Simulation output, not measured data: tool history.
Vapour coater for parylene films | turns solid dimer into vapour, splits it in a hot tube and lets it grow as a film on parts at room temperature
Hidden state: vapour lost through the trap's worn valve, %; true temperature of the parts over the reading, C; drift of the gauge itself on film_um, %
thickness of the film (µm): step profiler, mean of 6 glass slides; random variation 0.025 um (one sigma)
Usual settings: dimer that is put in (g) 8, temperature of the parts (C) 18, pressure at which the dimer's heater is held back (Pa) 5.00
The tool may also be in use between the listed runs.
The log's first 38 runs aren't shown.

run	hour	dimer that is put in (g)	temperature of the parts (C)	pressure at which the dimer's heater is held back (Pa)	hours of work since the trap's valve was overhauled	hours of work since the table's thermometer was calibrated	thickness of the film (µm)
39	1045.0	13	24	2.35	35	363	3.42
40	1065.1	13	24	2.35	52	380	3.36
41	1098.8	7	18	7.27	82	409	1.82
42	1115.8	14	25	10.09	96	424	2.48
43	1148.7	14	25	10.09	125	452	2.48
44	1178.7	3	18	8.01	151	478	0.71
45	1211.1	3	18	5.62	179	506	0.80
46	1245.8	3	18	5.62	209	536	0.77

Forecast each of these 4 alternatives for the next run:
A	1272.7	6	11	5.19	232	560	?
B	1272.7	9	16	3.93	232	560	?
C	1272.7	8	16	5.00	232	560	?
D	1272.7	8	16	10.99	232	560	?

run	thickness of the film (µm)
A	2.07
B	2.70
C	2.30
D	1.93
Without the tool's hidden state the same runs would have given:
run	thickness of the film (µm)
A	2.28
B	2.96
C	2.52
D	2.12
